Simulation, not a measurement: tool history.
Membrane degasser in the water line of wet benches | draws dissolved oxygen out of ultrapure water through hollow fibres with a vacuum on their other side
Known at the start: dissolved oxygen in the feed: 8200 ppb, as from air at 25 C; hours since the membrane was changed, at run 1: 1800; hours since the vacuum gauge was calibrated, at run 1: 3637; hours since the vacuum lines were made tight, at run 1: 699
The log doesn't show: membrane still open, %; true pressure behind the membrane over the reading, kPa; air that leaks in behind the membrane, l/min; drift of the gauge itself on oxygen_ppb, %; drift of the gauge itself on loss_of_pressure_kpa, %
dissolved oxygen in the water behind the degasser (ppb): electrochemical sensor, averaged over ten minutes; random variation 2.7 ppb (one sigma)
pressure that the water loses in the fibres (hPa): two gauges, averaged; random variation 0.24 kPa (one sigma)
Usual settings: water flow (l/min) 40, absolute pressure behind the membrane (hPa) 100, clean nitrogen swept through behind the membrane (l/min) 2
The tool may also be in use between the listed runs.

run   hour  water flow (l/min)  absolute pressure behind the membrane (hPa)  clean nitrogen swept through behind the membrane (l/min)  hours since the membrane was changed  hours since the vacuum gauge was calibrated  hours since the vacuum lines were made tight  dissolved oxygen in the water behind the degasser (ppb)  pressure that the water loses in the fibres (hPa)
  1      0                  40                                          100                                                         2                                  1800                                         3637                                           699                                                    303.5                                              622.6
  2   64.5                  40                                          100                                                         2                                  1864                                         3701                                           763                                                    309.7                                              633.1
  3   98.6                  40                                          100                                                         2                                  1898                                         3735                                           798                                                    304.2                                              624.2
  4  163.4                  40                                          100                                                         1                                  1963                                         3800                                           862                                                    530.8                                                625
  5  217.6                  40                                          100                                                         1                                  2017                                         3854                                           917                                                    538.5                                              626.7
  6  253.1                  28                                          100                                                         2                                  2053                                         3890                                           952                                                    223.9                                              439.4
  7    288                  28                                          100                                                         2                                  2088                                         3925                                           987                                                    220.8                                              441.5
  8  323.1                  28                                          100                                                      1.61                                  2123                                         3960                                          1022                                                    273.7                                              433.2
  9  386.3                  28                                          100                                                      1.61                                  2186                                         4023                                          1085                                                    266.9                                              437.9
 10  435.3                  40                                          100                                                      0.86                                  2235                                         4072                                          1134                                                    603.7                                              629.5
 11  502.6                  25                                          195                                                      1.81                                  2302                                         4139                                          1202                                                    505.2                                              390.9
     507.5  -- vacuum gauge calibrated
 12  552.9                  50                                          129                                                      1.25                                  2352                                           45                                          1251                                                    756.8                                              783.8
 13  624.7                  31                                          129                                                      1.25                                  2424                                          117                                          1323                                                    511.3                                              489.4
 14    692                  31                                          129                                                      1.25                                  2491                                          184                                          1390                                                    510.8                                              488.5
 15  738.5                  40                                           69                                                      2.08                                  2538                                          231                                          1437                                                    172.6                                              631.4
 16  799.3                  40                                           61                                                      1.48                                  2599                                          292                                          1498                                                      184                                              635.5
 17  834.8                  40                                           61                                                      1.48                                  2634                                          327                                          1533                                                    185.5                                              632.1

Forecast each of these 4 alternatives for the next run:
  A  872.9                  32                                           96                                                      1.48                                  2672                                          365                                          1571                                                        ?                                                  ?
  B  872.9                  32                                          104                                                      1.94                                  2672                                          365                                          1571                                                        ?                                                  ?
  C  872.9                  57                                           70                                                      3.27                                  2672                                          365                                          1571                                                        ?                                                  ?
  D  872.9                  60                                           61                                                      0.88                                  2672                                          365                                          1571                                                        ?                                                  ?

run  dissolved oxygen in the water behind the degasser (ppb)  pressure that the water loses in the fibres (hPa)
  A                                                    312.5                                              505.1
  B                                                    280.5                                              504.6
  C                                                    172.8                                              900.9
  D                                                    381.5                                                951
Without the tool's hidden state the same runs would have given:
run  dissolved oxygen in the water behind the degasser (ppb)  pressure that the water loses in the fibres (hPa)
  A                                                    299.4                                              486.9
  B                                                    269.2                                              486.4
  C                                                    159.8                                              868.5
  D                                                    351.4                                              916.9

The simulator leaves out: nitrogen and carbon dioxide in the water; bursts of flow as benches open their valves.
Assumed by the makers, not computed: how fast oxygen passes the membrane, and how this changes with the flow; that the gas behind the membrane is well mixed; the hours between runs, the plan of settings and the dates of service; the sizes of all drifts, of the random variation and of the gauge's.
